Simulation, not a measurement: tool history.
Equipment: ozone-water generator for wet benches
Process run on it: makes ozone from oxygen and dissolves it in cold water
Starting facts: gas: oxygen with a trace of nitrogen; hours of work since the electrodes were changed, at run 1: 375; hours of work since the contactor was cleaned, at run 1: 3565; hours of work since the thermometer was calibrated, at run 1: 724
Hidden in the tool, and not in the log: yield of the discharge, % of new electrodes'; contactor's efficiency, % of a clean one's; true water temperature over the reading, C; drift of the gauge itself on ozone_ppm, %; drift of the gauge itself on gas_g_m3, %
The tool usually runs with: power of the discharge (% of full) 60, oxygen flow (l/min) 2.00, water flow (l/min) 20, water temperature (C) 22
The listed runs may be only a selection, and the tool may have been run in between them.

run,hour,power of the discharge (% of full),oxygen flow (l/min),water flow (l/min),water temperature (C),hours of work since the electrodes were changed,hours of work since the contactor was cleaned,hours of work since the thermometer was calibrated,dissolved ozone (ppm),ozone in the gas ahead of the water (g/m3)
1,0.0,60,2.00,20,22,375,3565,724,12.4,235.3
2,42.0,60,2.00,20,22,406,3596,756,12.4,234.7
3,79.3,60,2.58,20,22,434,3624,784,13.5,215.6
4,102.4,60,2.00,20,18,451,3641,801,12.8,235.8
5,135.6,60,2.00,20,18,476,3666,826,12.8,237.6
6,156.8,60,1.28,20,22,492,3682,842,10.3,277.7
7,175.1,60,1.28,20,22,506,3696,855,10.3,277.6
8,207.8,60,1.28,20,22,530,3720,880,10.4,279.3
9,249.1,60,2.00,20,15,561,3751,911,13.1,236.2
10,282.4,60,2.00,20,15,586,3776,936,13.0,236.0
11,304.5,60,2.00,20,23,603,3792,952,12.1,236.8
12,334.4,60,2.00,20,22,625,3815,974,12.5,238.3
13,355.0,60,2.00,20,22,640,3830,990,12.3,238.1
14,398.1,60,2.00,20,22,673,3862,1022,12.3,236.9
15,416.1,60,2.00,21,22,686,3876,1036,11.7,238.3
16,456.4,81,2.45,24,21,716,3906,1066,14.0,272.4
17,498.1,81,2.45,24,21,747,3937,1097,14.1,276.1
18,541.9,81,2.45,24,21,780,3970,1130,14.0,273.2
19,585.6,60,2.00,20,27,813,4003,1162,11.8,242.0
20,606.8,60,1.18,20,18,829,4018,1178,10.0,292.0
# hour 634.4: gauge calibrated
21,650.3,40,2.00,18,23,861,4051,1211,10.3,174.7
22,682.1,40,2.00,18,23,885,4075,1235,10.1,177.4
23,722.5,66,1.34,25,14,915,4105,1265,9.3,291.5
24,762.9,82,2.00,17,22,946,4135,1295,17.8,292.2
25,780.7,93,1.78,29,23,959,4149,1308,11.1,336.3

Expected results for the next run?
26,812.9,63,1.31,13,19,983,4173,1333,?,?

Run 26 yielded dissolved ozone (ppm) 16.4, ozone in the gas ahead of the water (g/m3) 286.7.
The same run, on a tool lacking any hidden state, would have yielded dissolved ozone (ppm) 16.5, ozone in the gas ahead of the water (g/m3) 284.5.

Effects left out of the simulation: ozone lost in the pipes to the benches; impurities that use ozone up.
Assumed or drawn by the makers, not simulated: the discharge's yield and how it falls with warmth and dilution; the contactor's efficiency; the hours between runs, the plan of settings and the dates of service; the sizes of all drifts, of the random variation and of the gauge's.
